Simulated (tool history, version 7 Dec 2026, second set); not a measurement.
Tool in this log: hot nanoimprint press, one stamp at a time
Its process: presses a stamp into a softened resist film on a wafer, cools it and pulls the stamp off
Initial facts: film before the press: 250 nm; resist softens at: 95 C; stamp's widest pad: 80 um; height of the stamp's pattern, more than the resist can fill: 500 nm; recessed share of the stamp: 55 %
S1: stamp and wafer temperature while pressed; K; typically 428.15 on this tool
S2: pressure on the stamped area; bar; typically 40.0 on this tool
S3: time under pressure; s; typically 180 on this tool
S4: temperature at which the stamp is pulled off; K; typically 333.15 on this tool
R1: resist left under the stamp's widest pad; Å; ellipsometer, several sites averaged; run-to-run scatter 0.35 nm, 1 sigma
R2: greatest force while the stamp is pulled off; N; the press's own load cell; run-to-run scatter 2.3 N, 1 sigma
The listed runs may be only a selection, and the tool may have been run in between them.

run     day      S1    S2   S3      S4    R1   R2
  1   0.000  428.15  40.0  180  333.15  1176  101
  2   0.879  428.15  25.7  180  333.15  1461  100
  3   1.533  428.15  40.0  180  321.15  1178  135
  4   2.175  428.15  40.0  180  321.15  1174  134
  5   2.675  428.15  40.0  180  321.15  1172  140
  6   3.404  428.15  40.0  180  321.15  1178  132
  7   4.038  428.15  40.0  180  321.15  1174  132
  8   4.483  428.15  40.0  180  321.15  1169  133
  9   5.425  428.15  40.0  180  321.15  1179  134
 10   6.179  428.15  40.0  180  321.15  1171  136
 11   6.625  428.15  27.0  180  330.15  1426  108
 12   7.112  428.15  62.9  180  330.15   924  110
 13   7.721  428.15  62.9  180  330.15   917  109
 14   8.108  428.15  62.9  288  331.15   776  106
 15   8.917  428.15  40.0  180  338.15  1175   86
 16   9.792  428.15  40.0  180  338.15  1171   88
 17  10.638  421.15  28.0  322  333.15  1485  103
 18  11.238  428.15  30.1  180  333.15  1361  100
     12.150  -- stamp cleaned and given a new release coat
 19  12.279  425.15  25.7  112  336.15  1804   95
 20  12.667  425.15  25.7  112  336.15  1791   92

What if the next run were any one of these 5? Each begins from the tool's condition after run 20:
  A  13.192  425.15  32.5  308  336.15   ?   ?
  B  13.192  438.15  60.2  112  325.15   ?   ?
  C  13.192  428.15  25.7  180  333.15   ?   ?
  D  13.192  428.15  47.9  180  333.15   ?   ?
  E  13.192  436.15  41.3  112  336.15   ?   ?

run    R1   R2
  A  1223   92
  B   776  121
  C  1461  102
  D  1070  100
  E  1023   91
With the hidden condition removed and each run's random variation left untouched, the same runs would have given:
run    R1   R2
  A  1224   92
  B   776  121
  C  1461  102
  D  1070  100
  E  1023   91
